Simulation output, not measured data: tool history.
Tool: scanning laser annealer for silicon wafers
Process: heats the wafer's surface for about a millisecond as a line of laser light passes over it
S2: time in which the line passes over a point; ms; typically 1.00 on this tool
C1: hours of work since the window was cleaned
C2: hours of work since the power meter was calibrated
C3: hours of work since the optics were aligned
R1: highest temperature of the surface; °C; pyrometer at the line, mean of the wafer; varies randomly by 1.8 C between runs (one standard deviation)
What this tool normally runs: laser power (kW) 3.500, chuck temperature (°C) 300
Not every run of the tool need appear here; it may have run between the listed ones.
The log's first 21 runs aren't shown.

{"run": 22, "day": 8.633, "laser power (kW)": 3.376, "S2": 1.17, "chuck temperature (°C)": 315, "C1": 252, "C2": 333, "C3": 557, "R1": 1103}
{"run": 23, "day": 8.862, "laser power (kW)": 3.564, "S2": 1.0, "chuck temperature (°C)": 300, "C1": 256, "C2": 337, "C3": 561, "R1": 1067}
{"run": 24, "day": 9.421, "laser power (kW)": 3.352, "S2": 1.13, "chuck temperature (°C)": 300, "C1": 266, "C2": 347, "C3": 570, "R1": 1064}
{"run": 25, "day": 9.808, "laser power (kW)": 3.727, "S2": 0.81, "chuck temperature (°C)": 306, "C1": 272, "C2": 354, "C3": 577, "R1": 1025}
{"run": 26, "day": 10.188, "laser power (kW)": 3.694, "S2": 1.21, "chuck temperature (°C)": 306, "C1": 279, "C2": 360, "C3": 584, "R1": 1180}
{"run": 27, "day": 10.683, "laser power (kW)": 3.313, "S2": 0.77, "chuck temperature (°C)": 300, "C1": 288, "C2": 369, "C3": 592, "R1": 923}
{"run": 28, "day": 11.046, "laser power (kW)": 3.313, "S2": 0.77, "chuck temperature (°C)": 300, "C1": 294, "C2": 375, "C3": 599, "R1": 922}
{"run": 29, "day": 11.358, "laser power (kW)": 2.987, "S2": 0.85, "chuck temperature (°C)": 272, "C1": 299, "C2": 381, "C3": 604, "R1": 866}
{"run": 30, "day": 11.808, "laser power (kW)": 2.987, "S2": 0.85, "chuck temperature (°C)": 272, "C1": 307, "C2": 388, "C3": 612, "R1": 863}
{"run": 31, "day": 12.142, "laser power (kW)": 3.664, "S2": 1.15, "chuck temperature (°C)": 335, "C1": 313, "C2": 394, "C3": 618, "R1": 1182}
{"run": 32, "day": 12.638, "laser power (kW)": 3.056, "S2": 1.0, "chuck temperature (°C)": 300, "C1": 322, "C2": 403, "C3": 626, "R1": 959}
{"run": 33, "day": 13.125, "laser power (kW)": 3.685, "S2": 1.0, "chuck temperature (°C)": 300, "C1": 330, "C2": 411, "C3": 635, "R1": 1093}
{"run": 34, "day": 13.558, "laser power (kW)": 3.5, "S2": 0.76, "chuck temperature (°C)": 304, "C1": 338, "C2": 419, "C3": 642, "R1": 955}
{"run": 35, "day": 13.812, "laser power (kW)": 3.409, "S2": 0.78, "chuck temperature (°C)": 282, "C1": 342, "C2": 423, "C3": 647, "R1": 923}
{"run": 36, "day": 14.062, "laser power (kW)": 3.142, "S2": 1.15, "chuck temperature (°C)": 262, "C1": 346, "C2": 428, "C3": 651, "R1": 988}
{"run": 37, "day": 14.625, "laser power (kW)": 3.142, "S2": 1.15, "chuck temperature (°C)": 262, "C1": 356, "C2": 437, "C3": 661, "R1": 992}
{"run": 38, "day": 14.896, "laser power (kW)": 3.142, "S2": 1.15, "chuck temperature (°C)": 262, "C1": 361, "C2": 442, "C3": 666, "R1": 987}
{"run": 39, "day": 15.162, "laser power (kW)": 3.142, "S2": 1.15, "chuck temperature (°C)": 262, "C1": 366, "C2": 447, "C3": 670, "R1": 989}
{"run": 40, "day": 15.712, "laser power (kW)": 3.142, "S2": 1.15, "chuck temperature (°C)": 262, "C1": 375, "C2": 456, "C3": 680, "R1": 988}
{"run": 41, "day": 16.25, "laser power (kW)": 3.441, "S2": 1.12, "chuck temperature (°C)": 291, "C1": 384, "C2": 466, "C3": 689, "R1": 1072}

Below are 3 alternative next runs, each starting from the tool's condition after run 41. Predict each:
{"run": "A", "day": 16.733, "laser power (kW)": 3.441, "S2": 0.71, "chuck temperature (°C)": 275, "C1": 393, "C2": 474, "C3": 698, "R1": "?"}
{"run": "B", "day": 16.733, "laser power (kW)": 3.041, "S2": 0.76, "chuck temperature (°C)": 318, "C1": 393, "C2": 474, "C3": 698, "R1": "?"}
{"run": "C", "day": 16.733, "laser power (kW)": 3.032, "S2": 1.19, "chuck temperature (°C)": 287, "C1": 393, "C2": 474, "C3": 698, "R1": "?"}

run=A R1=892
run=B R1=884
run=C R1=1002
Take away the tool's hidden state, keep each run's random variation, and the runs would have read:
run=A R1=893
run=B R1=884
run=C R1=1002

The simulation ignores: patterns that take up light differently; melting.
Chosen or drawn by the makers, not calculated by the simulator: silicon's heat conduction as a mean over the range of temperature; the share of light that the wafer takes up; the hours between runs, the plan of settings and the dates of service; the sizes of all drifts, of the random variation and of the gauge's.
